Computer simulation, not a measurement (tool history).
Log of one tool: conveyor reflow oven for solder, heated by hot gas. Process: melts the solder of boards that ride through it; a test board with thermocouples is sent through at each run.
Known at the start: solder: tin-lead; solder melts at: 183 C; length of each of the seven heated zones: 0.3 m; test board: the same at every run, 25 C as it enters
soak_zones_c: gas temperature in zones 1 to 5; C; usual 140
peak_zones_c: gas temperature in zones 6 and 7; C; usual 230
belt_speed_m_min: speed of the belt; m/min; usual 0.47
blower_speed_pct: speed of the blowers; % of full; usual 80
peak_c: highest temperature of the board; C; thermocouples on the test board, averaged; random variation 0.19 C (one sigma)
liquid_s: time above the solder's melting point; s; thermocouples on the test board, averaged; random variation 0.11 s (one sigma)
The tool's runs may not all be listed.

run	hour	soak_zones_c	peak_zones_c	belt_speed_m_min	blower_speed_pct	peak_c	liquid_s
1	0	140	230	0.47	80	216.6	58.7
2	37.1	140	230	0.47	80	216.8	58.8
3	68.8	140	230	0.47	80	216.2	58.8
# hour 82.9: flux residue cleaned out of gas plates and filters
4	112.3	140	230	0.47	61	213.9	56.1
5	151.4	140	230	0.47	61	213.8	56.2
6	181	148	230	0.47	61	215.3	60.4
7	217.1	148	230	0.47	61	215.1	60.5
8	274.3	140	230	0.407	80	220.9	73.2
9	325.3	140	230	0.407	80	220.5	73
10	378.4	129	230	0.47	80	215.1	54.7
11	418.1	140	230	0.47	53	210.6	52.4
12	442.8	140	230	0.47	89	218.4	61.1
13	483.6	136	230	0.47	73	214.9	56.2
14	541.8	140	238	0.47	80	223.6	64.3
15	598.6	140	238	0.47	80	223.1	64.1
16	627.1	149	235	0.44	77	222.7	72.2
17	676.9	149	235	0.44	77	222.9	72.2
18	718.2	139	230	0.47	54	209.2	51
19	771.4	139	230	0.47	73	214	56.8
20	820.8	139	230	0.47	73	214	56.5
21	856.8	152	230	0.411	73	219.3	76.4
# hour 873.3: flux residue cleaned out of gas plates and filters
22	887.1	152	230	0.411	73	220.1	77.8
23	932	152	230	0.411	73	219.8	77.8

3 ways to go on from here, each from the tool as it stands after run 23. What would each give?
A	987.4	140	230	0.47	72	?	?
B	987.4	138	230	0.383	75	?	?
C	987.4	152	224	0.451	86	?	?

run	peak_c	liquid_s
A	214.6	58.5
B	220.1	77.5
C	214.2	66.8
Without the tool's hidden state the same runs would have given:
run	peak_c	liquid_s
A	215.9	57.9
B	221.7	76.5
C	215.8	66

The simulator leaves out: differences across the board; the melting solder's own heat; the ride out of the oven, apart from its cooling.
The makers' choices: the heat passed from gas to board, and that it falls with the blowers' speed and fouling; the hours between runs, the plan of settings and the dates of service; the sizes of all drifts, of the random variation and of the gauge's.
